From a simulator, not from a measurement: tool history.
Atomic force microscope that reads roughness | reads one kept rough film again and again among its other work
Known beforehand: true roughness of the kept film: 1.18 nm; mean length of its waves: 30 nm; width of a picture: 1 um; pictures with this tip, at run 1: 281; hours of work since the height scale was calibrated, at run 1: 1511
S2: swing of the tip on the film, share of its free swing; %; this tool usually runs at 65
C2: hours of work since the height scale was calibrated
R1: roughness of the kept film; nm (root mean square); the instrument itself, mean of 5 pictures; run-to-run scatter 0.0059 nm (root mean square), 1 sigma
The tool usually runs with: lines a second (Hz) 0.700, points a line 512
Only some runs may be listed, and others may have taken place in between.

Run 1, hour 0.0: usual settings; pictures with this tip 281; C2 1511. Result: R1 1.019 nm (root mean square).
Run 2, hour 35.8: usual settings; pictures with this tip 321; C2 1532. Result: R1 1.017 nm (root mean square).
At hour 72.2: new tip fitted.
Run 3, hour 82.4: usual settings; pictures with this tip 11; C2 1558. Result: R1 1.103 nm (root mean square).
Run 4, hour 125.3: usual settings but lines a second (Hz) 2.320; pictures with this tip 59; C2 1583. Result: R1 1.020 nm (root mean square).
Run 5, hour 194.0: usual settings but lines a second (Hz) 2.320; pictures with this tip 136; C2 1623. Result: R1 1.006 nm (root mean square).
Run 6, hour 256.9: usual settings but lines a second (Hz) 2.320; pictures with this tip 206; C2 1660. Result: R1 0.990 nm (root mean square).
Run 7, hour 335.1: usual settings but lines a second (Hz) 2.320; pictures with this tip 293; C2 1705. Result: R1 0.964 nm (root mean square).
At hour 398.0: new tip fitted.
Run 8, hour 412.8: usual settings but S2 62 %; pictures with this tip 17; C2 1750. Result: R1 1.104 nm (root mean square).
Run 9, hour 456.3: usual settings but S2 62 %; pictures with this tip 65; C2 1775. Result: R1 1.102 nm (root mean square).
At hour 483.9: height scale calibrated on a step standard.
Run 10, hour 512.1: usual settings but lines a second (Hz) 1.870, S2 63 %, points a line 363; pictures with this tip 126; C2 16. Result: R1 1.028 nm (root mean square).
Run 11, hour 567.1: usual settings but lines a second (Hz) 1.242; pictures with this tip 188; C2 48. Result: R1 1.047 nm (root mean square).
Run 12, hour 615.3: usual settings but lines a second (Hz) 1.242; pictures with this tip 242; C2 76. Result: R1 1.045 nm (root mean square).
Run 13, hour 696.2: usual settings but lines a second (Hz) 0.509, S2 57 %, points a line 301; pictures with this tip 332; C2 123. Result: R1 1.053 nm (root mean square).
At hour 725.6: height scale calibrated on a step standard, once more.
At hour 726.1: new tip fitted.
Run 14, hour 750.8: usual settings but lines a second (Hz) 3.327, S2 62 %, points a line 976; pictures with this tip 27; C2 14. Result: R1 1.011 nm (root mean square).
Run 15, hour 808.6: usual settings but S2 66 %, points a line 264; pictures with this tip 92; C2 48. Result: R1 1.060 nm (root mean square).

Here are 3 independent what-if runs from the current tool condition. What would each one return?
Run A, hour 886.1: usual settings but lines a second (Hz) 0.750, S2 71 %, points a line 265; pictures with this tip 179; C2 93. Result: R1 ?.
Run B, hour 886.1: usual settings but S2 86 %, points a line 760; pictures with this tip 179; C2 93. Result: R1 ?.
Run C, hour 886.1: usual settings but S2 66 %, points a line 446; pictures with this tip 179; C2 93. Result: R1 ?.

run     R1
  A  1.014
  B  0.988
  C  1.042
Had the tool no hidden state, the same runs would have come out as:
run     R1
  A  1.062
  B  1.034
  C  1.091
